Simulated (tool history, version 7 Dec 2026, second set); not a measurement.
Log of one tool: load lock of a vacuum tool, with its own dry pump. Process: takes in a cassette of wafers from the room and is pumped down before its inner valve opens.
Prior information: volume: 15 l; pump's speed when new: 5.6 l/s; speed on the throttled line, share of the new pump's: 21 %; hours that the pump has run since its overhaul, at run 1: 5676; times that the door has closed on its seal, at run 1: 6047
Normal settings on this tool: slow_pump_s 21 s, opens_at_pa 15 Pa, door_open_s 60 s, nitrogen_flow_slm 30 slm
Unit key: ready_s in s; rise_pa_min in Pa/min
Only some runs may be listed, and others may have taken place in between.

run	day	slow_pump_s	opens_at_pa	door_open_s	nitrogen_flow_slm	hours that the pump has run since its overhaul	times that the door has closed on its seal	incoming humidity of the room's air, %	ready_s	rise_pa_min
1	0.000	21	15	60	30	5676	6047	43.4	41.1	0.067
2	10.712	21	15	60	30	5933	6921	44.0	41.7	0.076
3	20.400	21	15	29	30	6165	7711	43.7	41.0	0.062
4	30.912	21	15	29	30	6418	8569	44.9	41.6	0.070
5	39.504	21	25	29	30	6624	9270	40.9	39.7	0.061
6	48.825	21	25	29	30	6848	10030	45.7	39.6	0.068
7	60.979	21	25	29	30	7139	11022	45.5	40.0	0.066
8	72.625	21	25	29	30	7419	11972	51.2	39.6	0.074
9	86.446	21	15	60	30	7751	13100	48.5	41.2	0.094
10	97.121	21	15	60	30	8007	13971	44.6	41.8	0.084
11	106.183	21	15	60	30	8224	14710	44.2	41.4	0.086
12	116.188	21	15	60	7	8464	15527	43.1	41.9	0.127
13	127.500	21	15	60	10	8736	16450	45.2	41.4	0.121
14	140.875	21	16	60	30	9057	17541	46.8	41.7	0.093
15	147.775	21	20	60	30	9222	18104	45.0	42.0	0.097
16	155.646	21	20	60	30	9411	18746	43.9	41.7	0.091
17	161.608	21	20	60	30	9555	19233	43.3	41.1	0.094
18	169.604	21	15	60	25	9746	19885	42.6	41.9	0.096
19	183.429	21	15	193	25	10078	21013	43.6	41.9	0.142
20	192.233	21	15	193	25	10290	21731	46.5	42.4	0.145
21	200.275	21	15	60	30	10482	22387	44.3	42.7	0.102
22	208.379	21	14	37	30	10677	23049	45.4	43.0	0.098
23	219.212	21	14	37	7	10937	23932	42.4	42.6	0.122
24	230.025	30	26	60	5	11196	24815	44.2	47.7	0.148
25	243.771	21	15	202	41	11526	25937	42.7	42.3	0.125
26	257.583	21	15	202	41	11858	27063	42.8	42.1	0.131
27	267.917	21	15	202	41	12106	27906	46.5	42.7	0.139
28	280.433	41	18	70	27	12406	28928	44.5	57.5	0.122
29	294.525	31	29	71	39	12744	30077	43.7	47.9	0.110
30	304.854	31	29	71	39	12992	30920	48.6	48.6	0.125
31	312.083	41	15	60	9	13166	31510	45.3	58.5	0.162
32	323.988	16	13	186	22	13452	32481	44.3	40.4	0.168
33	337.558	21	15	60	33	13777	33589	42.7	43.0	0.128
34	351.062	20	14	118	31	14101	34690	47.9	42.7	0.148
35	360.350	18	14	176	38	14324	35448	42.5	40.8	0.145
36	366.138	40	15	58	17	14463	35920	45.6	57.5	0.156
37	372.708	33	24	60	16	14621	36457	45.9	51.3	0.162
38	380.412	33	24	60	16	14806	37085	45.6	50.9	0.158

Each row is a separate what-if for the run after 38, all from the same tool condition, not one after another. Results?
A	389.638	18	24	44	16	15027	37838	48.6	?	?
B	389.638	33	24	32	9	15027	37838	46.4	?	?
C	389.638	34	24	41	5	15027	37838	45.9	?	?

run	ready_s	rise_pa_min
A	39.3	0.157
B	50.3	0.157
C	51.2	0.177
With the hidden condition removed and each run's random variation left untouched, the same runs would have given:
run	ready_s	rise_pa_min
A	36.3	0.078
B	47.7	0.078
C	48.7	0.097

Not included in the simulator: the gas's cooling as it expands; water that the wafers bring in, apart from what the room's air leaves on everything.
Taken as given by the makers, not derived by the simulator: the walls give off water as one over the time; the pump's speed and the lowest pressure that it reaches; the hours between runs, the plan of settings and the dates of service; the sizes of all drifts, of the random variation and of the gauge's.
